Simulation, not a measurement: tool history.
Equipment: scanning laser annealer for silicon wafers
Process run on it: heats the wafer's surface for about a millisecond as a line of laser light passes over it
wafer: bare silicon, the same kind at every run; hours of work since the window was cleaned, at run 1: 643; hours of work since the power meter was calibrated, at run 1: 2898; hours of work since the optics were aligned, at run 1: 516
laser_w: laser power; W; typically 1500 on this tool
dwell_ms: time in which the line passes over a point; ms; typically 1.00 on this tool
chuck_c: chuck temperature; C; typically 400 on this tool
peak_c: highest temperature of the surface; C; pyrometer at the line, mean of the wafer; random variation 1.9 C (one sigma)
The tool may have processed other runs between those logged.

| run | day | laser_w | dwell_ms | chuck_c | hours of work since the window was cleaned | hours of work since the power meter was calibrated | hours of work since the optics were aligned | peak_c |
|---|---|---|---|---|---|---|---|---|
| 1 | 0.000 | 1500 | 1.00 | 400 | 643 | 2898 | 516 | 1194 |
| 2 | 3.742 | 1500 | 1.00 | 400 | 710 | 2965 | 583 | 1193 |
|  | 4.412 | window over the wafer cleaned |
| 3 | 7.175 | 1483 | 1.00 | 400 | 50 | 3026 | 644 | 1181 |
| 4 | 9.883 | 1500 | 1.00 | 409 | 99 | 3075 | 693 | 1202 |
| 5 | 13.088 | 1500 | 1.00 | 409 | 156 | 3132 | 750 | 1202 |
| 6 | 17.083 | 1500 | 1.00 | 409 | 229 | 3205 | 823 | 1204 |
| 7 | 20.121 | 1500 | 1.00 | 409 | 283 | 3259 | 877 | 1202 |
| 8 | 23.354 | 1500 | 1.00 | 409 | 342 | 3318 | 936 | 1202 |
| 9 | 26.517 | 1500 | 1.00 | 415 | 399 | 3375 | 993 | 1210 |
| 10 | 30.212 | 1500 | 1.00 | 400 | 465 | 3441 | 1059 | 1195 |
| 11 | 33.221 | 1535 | 1.00 | 400 | 520 | 3496 | 1114 | 1217 |
|  | 35.588 | optics aligned, line set to its width |
| 12 | 36.962 | 1500 | 1.00 | 400 | 583 | 3559 | 25 | 1191 |
| 13 | 40.638 | 1500 | 1.00 | 400 | 650 | 3626 | 91 | 1196 |
| 14 | 43.946 | 1384 | 1.00 | 400 | 709 | 3685 | 151 | 1124 |
|  | 44.712 | window over the wafer cleaned |
| 15 | 47.208 | 1500 | 0.86 | 384 | 45 | 3743 | 208 | 1118 |
| 16 | 49.608 | 1500 | 0.86 | 384 | 88 | 3786 | 251 | 1118 |
| 17 | 52.321 | 1439 | 1.20 | 384 | 137 | 3835 | 300 | 1222 |

Estimate the outcome of run 18 from the log above:
| 18 | 56.333 | 1500 | 0.92 | 411 | 210 | 3907 | 373 | ? |

peak_c: 1170 C
With the hidden condition absent and the run-to-run variation left alone, this run would have shown peak_c 1170 C.
